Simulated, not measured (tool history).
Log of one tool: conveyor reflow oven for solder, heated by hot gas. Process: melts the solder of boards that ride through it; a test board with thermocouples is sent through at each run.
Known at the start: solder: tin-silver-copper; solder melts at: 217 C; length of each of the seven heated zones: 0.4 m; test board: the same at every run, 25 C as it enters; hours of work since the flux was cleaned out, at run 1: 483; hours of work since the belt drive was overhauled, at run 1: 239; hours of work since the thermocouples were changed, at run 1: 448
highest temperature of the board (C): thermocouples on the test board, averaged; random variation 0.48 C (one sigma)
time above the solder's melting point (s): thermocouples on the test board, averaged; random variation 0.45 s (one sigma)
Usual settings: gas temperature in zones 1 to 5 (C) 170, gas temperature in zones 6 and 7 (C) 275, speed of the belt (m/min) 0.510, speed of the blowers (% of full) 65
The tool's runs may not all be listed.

run   hour  gas temperature in zones 1 to 5 (C)  gas temperature in zones 6 and 7 (C)  speed of the belt (m/min)  speed of the blowers (% of full)  hours of work since the flux was cleaned out  hours of work since the belt drive was overhauled  hours of work since the thermocouples were changed  highest temperature of the board (C)  time above the solder's melting point (s)
  1    0.0                                  170                                   275                      0.510                                65                                           483                                                239                                                 448                                 257.7                                       74.6
       7.7  -- flux residue cleaned out of gas plates and filters
  2   12.8                                  170                                   275                      0.423                                65                                             3                                                243                                                 452                                 266.3                                       97.7
  3   26.4                                  170                                   275                      0.423                                65                                            10                                                251                                                 459                                 266.0                                       98.3
  4   40.7                                  170                                   275                      0.423                                65                                            17                                                258                                                 467                                 267.0                                       98.4
  5   54.6                                  170                                   275                      0.423                                65                                            25                                                266                                                 474                                 265.9                                       99.4
  6   62.1                                  170                                   275                      0.423                                65                                            29                                                270                                                 478                                 265.7                                       97.2
  7   78.4                                  170                                   275                      0.423                                65                                            37                                                278                                                 487                                 267.1                                       97.9
  8   86.2                                  170                                   275                      0.423                                65                                            42                                                282                                                 491                                 265.9                                       98.4
  9   95.6                                  170                                   275                      0.423                                65                                            47                                                287                                                 496                                 266.2                                       98.7
 10  105.6                                  170                                   275                      0.423                                65                                            52                                                293                                                 501                                 266.0                                       97.6
 11  119.3                                  170                                   275                      0.423                                65                                            59                                                300                                                 508                                 266.4                                       98.8
 12  135.0                                  157                                   288                      0.595                                85                                            67                                                308                                                 517                                 270.1                                       66.1
 13  143.9                                  180                                   288                      0.595                                69                                            72                                                313                                                 521                                 270.2                                       73.4
 14  160.0                                  180                                   288                      0.510                                71                                            81                                                321                                                 530                                 274.6                                       88.7
 15  167.2                                  167                                   275                      0.569                                65                                            84                                                325                                                 534                                 257.8                                       64.8
 16  178.0                                  162                                   275                      0.451                                65                                            90                                                331                                                 539                                 263.9                                       86.2
 17  193.1                                  182                                   269                      0.507                                83                                            98                                                339                                                 547                                 260.3                                       82.3
 18  206.7                                  180                                   282                      0.510                                69                                           105                                                346                                                 555                                 269.9                                       85.8
 19  216.6                                  171                                   289                      0.510                                69                                           111                                                351                                                 560                                 274.7                                       85.8
 20  231.6                                  182                                   274                      0.510                                77                                           119                                                359                                                 568                                 263.3                                       83.7
 21  242.3                                  161                                   278                      0.535                                57                                           124                                                365                                                 574                                 258.5                                       67.3
 22  252.9                                  161                                   270                      0.426                                80                                           130                                                371                                                 579                                 261.5                                       92.0

Forecast each of these 3 alternatives for the next run:
  A  265.7                                  173                                   275                      0.510                                65                                           137                                                377                                                 586                                     ?                                          ?
  B  265.7                                  161                                   275                      0.593                                84                                           137                                                377                                                 586                                     ?                                          ?
  C  265.7                                  170                                   266                      0.454                                85                                           137                                                377                                                 586                                     ?                                          ?

run  highest temperature of the board (C)  time above the solder's melting point (s)
  A                                 260.9                                       78.7
  B                                 258.3                                       60.9
  C                                 257.4                                       85.6
Without the tool's hidden state the same runs would have given:
run  highest temperature of the board (C)  time above the solder's melting point (s)
  A                                 262.6                                       79.7
  B                                 260.4                                       62.3
  C                                 259.0                                       86.8

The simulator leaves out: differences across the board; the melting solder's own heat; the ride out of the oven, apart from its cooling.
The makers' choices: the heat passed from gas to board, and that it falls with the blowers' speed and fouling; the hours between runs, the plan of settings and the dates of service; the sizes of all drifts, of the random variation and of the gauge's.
